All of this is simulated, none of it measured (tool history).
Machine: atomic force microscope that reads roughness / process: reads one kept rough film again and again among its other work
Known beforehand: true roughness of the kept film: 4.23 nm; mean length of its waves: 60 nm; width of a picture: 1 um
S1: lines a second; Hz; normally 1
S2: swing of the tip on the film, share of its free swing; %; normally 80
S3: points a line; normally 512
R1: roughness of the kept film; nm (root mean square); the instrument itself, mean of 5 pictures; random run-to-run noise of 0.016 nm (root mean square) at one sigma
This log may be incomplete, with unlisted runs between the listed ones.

run 1 hour=0 | S1=1 S2=80 S3=512 | R1=3.649
run 2 hour=31 | S1=1 S2=80 S3=512 | R1=3.576
run 3 hour=51.4 | S1=1 S2=80 S3=512 | R1=3.532
-- hour=68.2 new tip fitted
run 4 hour=72 | S1=3.62 S2=80 S3=512 | R1=3.345
run 5 hour=103 | S1=2.35 S2=80 S3=512 | R1=3.537
run 6 hour=118.5 | S1=2.35 S2=80 S3=512 | R1=3.474
run 7 hour=141.8 | S1=2.35 S2=80 S3=512 | R1=3.428
run 8 hour=162.8 | S1=2.35 S2=80 S3=512 | R1=3.384
run 9 hour=175.8 | S1=2.35 S2=80 S3=512 | R1=3.375
run 10 hour=202.5 | S1=2.35 S2=80 S3=512 | R1=3.348
run 11 hour=231.8 | S1=2.35 S2=80 S3=512 | R1=3.282
-- hour=250.4 new tip fitted
run 12 hour=263.4 | S1=2.35 S2=80 S3=512 | R1=3.575
run 13 hour=292.3 | S1=1 S2=69 S3=512 | R1=3.841
run 14 hour=305.7 | S1=1 S2=69 S3=512 | R1=3.793
run 15 hour=335.7 | S1=2.05 S2=69 S3=512 | R1=3.644
run 16 hour=360.6 | S1=2.05 S2=69 S3=512 | R1=3.576
run 17 hour=378.6 | S1=1 S2=80 S3=512 | R1=3.576
run 18 hour=400.8 | S1=1 S2=78 S3=512 | R1=3.527
-- hour=404 height scale calibrated on a step standard
run 19 hour=426.1 | S1=1 S2=80 S3=516 | R1=3.477
-- hour=431.2 new tip fitted
run 20 hour=444.1 | S1=1 S2=66 S3=512 | R1=3.906
run 21 hour=465.9 | S1=1 S2=73 S3=512 | R1=3.833
-- hour=475.2 height scale calibrated on a step standard, once more
run 22 hour=487.3 | S1=1 S2=73 S3=512 | R1=3.831
run 23 hour=514.3 | S1=1 S2=73 S3=512 | R1=3.75
run 24 hour=530.3 | S1=1.28 S2=73 S3=738 | R1=3.688
run 25 hour=544.8 | S1=1 S2=80 S3=816 | R1=3.632
run 26 hour=558.7 | S1=2.99 S2=77 S3=376 | R1=3.281
run 27 hour=581.7 | S1=0.56 S2=69 S3=470 | R1=3.699
run 28 hour=598.9 | S1=1.4 S2=83 S3=466 | R1=3.404
-- hour=614.1 new tip fitted
run 29 hour=627.6 | S1=1.4 S2=57 S3=445 | R1=3.955
run 30 hour=643.4 | S1=1.4 S2=67 S3=445 | R1=3.853
run 31 hour=673.7 | S1=0.95 S2=62 S3=580 | R1=3.869
run 32 hour=703.2 | S1=0.95 S2=62 S3=580 | R1=3.779
run 33 hour=729.2 | S1=1 S2=80 S3=325 | R1=3.604
run 34 hour=750.9 | S1=1.19 S2=58 S3=512 | R1=3.702
run 35 hour=780.4 | S1=0.92 S2=81 S3=326 | R1=3.541
-- hour=794.4 new tip fitted
run 36 hour=794.6 | S1=0.51 S2=61 S3=491 | R1=4.026
run 37 hour=808.4 | S1=1.14 S2=80 S3=441 | R1=3.781
run 38 hour=825.3 | S1=1.14 S2=80 S3=821 | R1=3.741
run 39 hour=842.5 | S1=0.66 S2=70 S3=731 | R1=3.845
run 40 hour=861.2 | S1=0.66 S2=70 S3=731 | R1=3.826
run 41 hour=882.4 | S1=0.66 S2=70 S3=731 | R1=3.765
run 42 hour=901.4 | S1=0.66 S2=70 S3=731 | R1=3.756
run 43 hour=923.6 | S1=0.89 S2=70 S3=731 | R1=3.664
run 44 hour=954.5 | S1=1 S2=68 S3=1009 | R1=3.598

Measured result minus the same run's result without the hidden state. Both carry the same run-to-run variation, though not necessarily the same gauge scatter:
The hidden state here: radius of the tip, nm; height scale over the true one, %; drift of the gauge itself on roughness_nm, %.
run=1 R1=-0.237
run=2 R1=-0.3
run=3 R1=-0.341
run=4 R1=-0.018
run=5 R1=-0.08
run=6 R1=-0.114
run=7 R1=-0.16
run=8 R1=-0.198
run=9 R1=-0.221
run=10 R1=-0.272
run=11 R1=-0.321
run=12 R1=-0.048
run=13 R1=-0.114
run=14 R1=-0.144
run=15 R1=-0.206
run=16 R1=-0.255
run=17 R1=-0.292
run=18 R1=-0.335
run=19 R1=-0.389
run=20 R1=-0.073
run=21 R1=-0.123
run=22 R1=-0.127
run=23 R1=-0.189
run=24 R1=-0.219
run=25 R1=-0.248
run=26 R1=-0.25
run=27 R1=-0.331
run=28 R1=-0.341
run=29 R1=-0.039
run=30 R1=-0.073
run=31 R1=-0.141
run=32 R1=-0.201
run=33 R1=-0.245
run=34 R1=-0.296
run=35 R1=-0.346
run=36 R1=-0.026
run=37 R1=-0.055
run=38 R1=-0.092
run=39 R1=-0.131
run=40 R1=-0.176
run=41 R1=-0.221
run=42 R1=-0.26
run=43 R1=-0.302
run=44 R1=-0.36
